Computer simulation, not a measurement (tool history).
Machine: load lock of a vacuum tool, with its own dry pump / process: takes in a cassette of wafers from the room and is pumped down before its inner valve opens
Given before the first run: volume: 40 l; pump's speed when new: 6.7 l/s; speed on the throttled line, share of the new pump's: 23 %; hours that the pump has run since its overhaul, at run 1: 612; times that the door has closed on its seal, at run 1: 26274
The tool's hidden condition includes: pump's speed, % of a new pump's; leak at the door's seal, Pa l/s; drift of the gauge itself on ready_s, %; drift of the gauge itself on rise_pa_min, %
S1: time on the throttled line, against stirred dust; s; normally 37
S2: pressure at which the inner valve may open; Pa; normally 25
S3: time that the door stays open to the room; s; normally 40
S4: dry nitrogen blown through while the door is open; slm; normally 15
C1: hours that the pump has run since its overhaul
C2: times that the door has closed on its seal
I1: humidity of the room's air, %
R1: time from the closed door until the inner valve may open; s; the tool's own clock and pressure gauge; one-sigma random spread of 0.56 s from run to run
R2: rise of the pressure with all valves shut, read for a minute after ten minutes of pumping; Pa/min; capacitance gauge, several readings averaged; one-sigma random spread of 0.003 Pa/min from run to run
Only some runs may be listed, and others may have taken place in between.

run 1 hour=0.0 | S1=37 S2=25 S3=40 S4=15 | C1=612 C2=26274 | I1=47.3 | R1=79.0 R2=0.034
run 2 hour=112.7 | S1=37 S2=25 S3=40 S4=23 | C1=725 C2=26769 | I1=46.4 | R1=77.9 R2=0.035
run 3 hour=234.0 | S1=37 S2=25 S3=40 S4=23 | C1=846 C2=27301 | I1=45.8 | R1=78.4 R2=0.029
run 4 hour=336.3 | S1=37 S2=25 S3=85 S4=15 | C1=948 C2=27749 | I1=44.1 | R1=79.4 R2=0.049
run 5 hour=527.3 | S1=37 S2=25 S3=64 S4=15 | C1=1139 C2=28587 | I1=44.1 | R1=78.0 R2=0.046
run 6 hour=684.1 | S1=37 S2=25 S3=64 S4=15 | C1=1296 C2=29275 | I1=45.8 | R1=79.2 R2=0.050
run 7 hour=882.6 | S1=37 S2=25 S3=119 S4=15 | C1=1494 C2=30146 | I1=42.7 | R1=77.6 R2=0.064
run 8 hour=1063.4 | S1=37 S2=25 S3=40 S4=24 | C1=1675 C2=30939 | I1=47.2 | R1=79.4 R2=0.034
run 9 hour=1190.1 | S1=37 S2=25 S3=40 S4=24 | C1=1802 C2=31494 | I1=46.2 | R1=78.8 R2=0.034
run 10 hour=1295.4 | S1=37 S2=25 S3=40 S4=24 | C1=1907 C2=31956 | I1=41.0 | R1=77.6 R2=0.029
-- hour=1360.7 door's seal changed, seat wiped
run 11 hour=1411.5 | S1=37 S2=20 S3=40 S4=15 | C1=2022 C2=223 | I1=44.1 | R1=79.6 R2=0.030
run 12 hour=1569.6 | S1=36 S2=25 S3=157 S4=14 | C1=2180 C2=916 | I1=44.6 | R1=77.8 R2=0.083
run 13 hour=1770.6 | S1=45 S2=32 S3=82 S4=21 | C1=2381 C2=1798 | I1=46.1 | R1=83.0 R2=0.053
run 14 hour=1857.8 | S1=45 S2=49 S3=45 S4=6 | C1=2468 C2=2181 | I1=44.1 | R1=80.4 R2=0.041
run 15 hour=2045.1 | S1=45 S2=30 S3=51 S4=6 | C1=2655 C2=3002 | I1=48.0 | R1=84.0 R2=0.048
run 16 hour=2198.8 | S1=19 S2=18 S3=225 S4=32 | C1=2809 C2=3676 | I1=47.2 | R1=66.7 R2=0.090
run 17 hour=2373.6 | S1=19 S2=18 S3=25 S4=39 | C1=2984 C2=4443 | I1=46.3 | R1=66.1 R2=0.022
run 18 hour=2490.3 | S1=37 S2=25 S3=93 S4=4 | C1=3101 C2=4955 | I1=43.8 | R1=78.6 R2=0.071
run 19 hour=2688.5 | S1=36 S2=28 S3=31 S4=15 | C1=3299 C2=5824 | I1=44.7 | R1=77.0 R2=0.031

Across each entry between runs, compare the hidden state at the last listed run before it with the hidden state at the first listed run after it:
Logged between run 10 and run 11: door's seal changed, seat wiped (hour 1360.7)
  leak at the door's seal, Pa l/s: 0.0028 -> 0.002

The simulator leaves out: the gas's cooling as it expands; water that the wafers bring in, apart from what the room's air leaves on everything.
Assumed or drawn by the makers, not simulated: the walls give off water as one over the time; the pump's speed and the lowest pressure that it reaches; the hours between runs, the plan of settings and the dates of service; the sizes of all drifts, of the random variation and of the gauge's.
